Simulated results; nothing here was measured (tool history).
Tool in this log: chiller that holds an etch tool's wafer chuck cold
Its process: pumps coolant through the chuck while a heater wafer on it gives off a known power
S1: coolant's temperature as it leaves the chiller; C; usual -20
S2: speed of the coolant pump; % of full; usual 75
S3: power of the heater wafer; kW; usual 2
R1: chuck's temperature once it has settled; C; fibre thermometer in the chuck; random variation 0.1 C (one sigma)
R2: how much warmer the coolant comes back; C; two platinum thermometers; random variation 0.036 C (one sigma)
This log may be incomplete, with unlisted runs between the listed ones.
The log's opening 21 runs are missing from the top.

run	hour	S1	S2	S3	R1	R2
22	2443.5	-12	70	1.921	8	7.29
# hour 2467.4: gauge calibrated
23	2577.4	-12	70	1.921	8	6.89
24	2660.3	-10	66	1.579	7.4	6.01
25	2757.1	-17	88	1.278	-6.5	3.59
26	2918.5	-28	83	2	-10.4	5.97
27	3064.9	-28	83	2	-10.5	6.05
28	3207.6	-20	75	2.387	3.1	7.98
29	3373.1	-20	75	2.387	3.1	8.02
30	3494.1	-20	75	2.387	3	8.05
31	3574.7	-20	79	1.789	-3.7	5.76

4 options for the next run, each taken on its own from the tool as it stands now. Forecast them:
A	3675.6	-12	75	1.094	?	?
B	3675.6	-20	75	1.336	?	?
C	3675.6	-10	76	1.789	?	?
D	3675.6	-20	78	2.902	?	?

run	R1	R2
A	-1.3	3.88
B	-7	4.64
C	7	6
D	7.3	9.39
With no hidden state in the tool, these same runs would have given:
run	R1	R2
A	-1.3	3.65
B	-7	4.41
C	7	5.77
D	7.3	9.16

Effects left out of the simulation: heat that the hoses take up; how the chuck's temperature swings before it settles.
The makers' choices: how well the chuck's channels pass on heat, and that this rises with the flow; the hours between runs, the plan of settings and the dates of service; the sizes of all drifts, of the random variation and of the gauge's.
